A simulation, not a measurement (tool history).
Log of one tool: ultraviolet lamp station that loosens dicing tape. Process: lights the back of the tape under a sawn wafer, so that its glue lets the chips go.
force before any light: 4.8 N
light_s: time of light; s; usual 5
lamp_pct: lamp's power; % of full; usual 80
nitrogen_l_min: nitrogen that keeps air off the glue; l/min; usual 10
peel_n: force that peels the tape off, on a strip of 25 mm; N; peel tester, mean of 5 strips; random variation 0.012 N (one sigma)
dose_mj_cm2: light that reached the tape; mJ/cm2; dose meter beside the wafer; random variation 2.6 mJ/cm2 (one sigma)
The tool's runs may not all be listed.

run	hour	light_s	lamp_pct	nitrogen_l_min	peel_n	dose_mj_cm2
1	0	5	80	10	0.936	239
2	34.5	5	80	10	0.948	235
# hour 51: window cleaned of glue's vapour
3	86	5	99	10	0.725	275
4	151.3	5	99	10	0.765	271
5	217.7	5	99	10	0.748	271
6	286.8	2	80	10	2.656	86
# hour 322.6: window cleaned of glue's vapour, once more
7	344.7	2	89	5	2.543	115
8	397.3	5	71	18	0.699	230

Run 9 comes next. What will it give?
9	430.6	5	71	18	?	?

{"run 9": {"peel_n": 0.738, "dose_mj_cm2": 228}}
Without the tool's hidden state the same run would have given peel_n 0.458 N, dose_mj_cm2 289 mJ/cm2.
